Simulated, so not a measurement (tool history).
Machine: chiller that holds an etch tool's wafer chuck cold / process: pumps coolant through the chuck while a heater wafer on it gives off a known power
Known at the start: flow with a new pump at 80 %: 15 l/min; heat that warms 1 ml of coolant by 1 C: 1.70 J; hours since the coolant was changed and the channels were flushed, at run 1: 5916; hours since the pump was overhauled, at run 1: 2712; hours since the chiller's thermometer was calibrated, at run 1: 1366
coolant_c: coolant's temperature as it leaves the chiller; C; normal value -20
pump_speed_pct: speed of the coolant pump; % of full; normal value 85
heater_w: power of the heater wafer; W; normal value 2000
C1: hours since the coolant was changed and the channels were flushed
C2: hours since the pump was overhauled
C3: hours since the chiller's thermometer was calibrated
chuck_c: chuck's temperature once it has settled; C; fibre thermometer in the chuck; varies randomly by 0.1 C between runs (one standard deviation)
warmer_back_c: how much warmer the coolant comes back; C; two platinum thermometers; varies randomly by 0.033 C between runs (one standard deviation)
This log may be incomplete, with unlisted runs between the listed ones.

Run 1, day 0.000: usual settings; C1 5916; C2 2712; C3 1366. Result: chuck_c 0.1 C, warmer_back_c 4.61 C.
Run 2, day 2.533: usual settings but pump_speed_pct 96 % of full; C1 5977; C2 2773; C3 1427. Result: chuck_c -1.3 C, warmer_back_c 4.09 C.
Run 3, day 6.804: usual settings but pump_speed_pct 96 % of full; C1 6079; C2 2875; C3 1529. Result: chuck_c -1.0 C, warmer_back_c 4.14 C.
Run 4, day 11.667: usual settings but pump_speed_pct 96 % of full; C1 6196; C2 2992; C3 1646. Result: chuck_c -0.9 C, warmer_back_c 4.13 C.
Run 5, day 14.079: usual settings but coolant_c -24 C; C1 6254; C2 3050; C3 1704. Result: chuck_c -3.5 C, warmer_back_c 4.63 C.
Run 6, day 16.538: usual settings but coolant_c -24 C; C1 6313; C2 3109; C3 1763. Result: chuck_c -3.4 C, warmer_back_c 4.71 C.
Run 7, day 19.346: usual settings but pump_speed_pct 91 % of full; C1 6380; C2 3176; C3 1830. Result: chuck_c 0.0 C, warmer_back_c 4.35 C.
Run 8, day 21.925: usual settings but pump_speed_pct 91 % of full; C1 6442; C2 3238; C3 1892. Result: chuck_c -0.1 C, warmer_back_c 4.37 C.
Run 9, day 25.842: usual settings; C1 6536; C2 3332; C3 1986. Result: chuck_c 1.0 C, warmer_back_c 4.71 C.
Run 10, day 30.292: usual settings; C1 6643; C2 3439; C3 2093. Result: chuck_c 0.9 C, warmer_back_c 4.69 C.
Run 11, day 34.308: usual settings; C1 6740; C2 3535; C3 2189. Result: chuck_c 1.0 C, warmer_back_c 4.64 C.
Run 12, day 37.850: usual settings; C1 6825; C2 3621; C3 2274. Result: chuck_c 1.2 C, warmer_back_c 4.65 C.
Run 13, day 40.183: usual settings; C1 6881; C2 3676; C3 2330. Result: chuck_c 1.0 C, warmer_back_c 4.69 C.
Run 14, day 42.467: usual settings but coolant_c -11 C; C1 6935; C2 3731; C3 2385. Result: chuck_c 10.3 C, warmer_back_c 4.72 C.

Run 15 has not been measured yet. What should we expect?
Run 15, day 47.433: usual settings but coolant_c -11 C; C1 7055; C2 3850; C3 2504. Result: chuck_c ?, warmer_back_c ?.

chuck_c: 10.4 C
warmer_back_c: 4.69 C
Were there no unlogged condition in the tool, this run, its random variation unchanged, would have produced chuck_c 5.1 C, warmer_back_c 4.44 C.

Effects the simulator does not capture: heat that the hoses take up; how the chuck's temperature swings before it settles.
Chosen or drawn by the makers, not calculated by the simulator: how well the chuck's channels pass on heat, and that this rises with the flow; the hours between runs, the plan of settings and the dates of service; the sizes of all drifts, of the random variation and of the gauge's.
